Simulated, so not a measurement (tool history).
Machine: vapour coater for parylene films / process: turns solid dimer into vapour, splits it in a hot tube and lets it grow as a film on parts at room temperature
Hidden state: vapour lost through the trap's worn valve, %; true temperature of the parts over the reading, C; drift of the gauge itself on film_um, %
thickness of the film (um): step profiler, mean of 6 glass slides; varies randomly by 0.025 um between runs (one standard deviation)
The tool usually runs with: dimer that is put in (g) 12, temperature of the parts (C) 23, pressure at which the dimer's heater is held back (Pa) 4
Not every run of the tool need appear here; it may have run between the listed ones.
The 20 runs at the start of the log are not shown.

run	day	dimer that is put in (g)	temperature of the parts (C)	pressure at which the dimer's heater is held back (Pa)	hours of work since the trap's valve was overhauled	hours of work since the table's thermometer was calibrated	thickness of the film (um)
21	26.079	12	23	6.7	281	306	2.09
22	27.333	12	32	4	294	319	1.5
23	28.267	12	32	4	303	329	1.52
24	29.079	12	32	4	312	337	1.49
25	30.096	9	21	10.91	322	347	1.52
26	31.338	6	29	3.29	335	360	0.91
27	33.138	6	29	3.29	353	378	0.92
28	34.621	6	29	2.76	368	393	0.93
29	36.138	16	18	3.31	383	408	4.08
30	37.292	16	18	3.31	395	420	4.09
31	38.342	16	26	3.38	406	431	2.71
32	39.783	16	26	3.38	420	445	2.75
33	41.112	16	26	3.38	434	459	2.76

Run 34 is up next; what results do you expect?
34	42.138	16	26	3.38	444	469	?

{"run 34": {"thickness of the film (um)": 2.76}}
With no hidden state in the tool, this same run would have given thickness of the film (um) 3.

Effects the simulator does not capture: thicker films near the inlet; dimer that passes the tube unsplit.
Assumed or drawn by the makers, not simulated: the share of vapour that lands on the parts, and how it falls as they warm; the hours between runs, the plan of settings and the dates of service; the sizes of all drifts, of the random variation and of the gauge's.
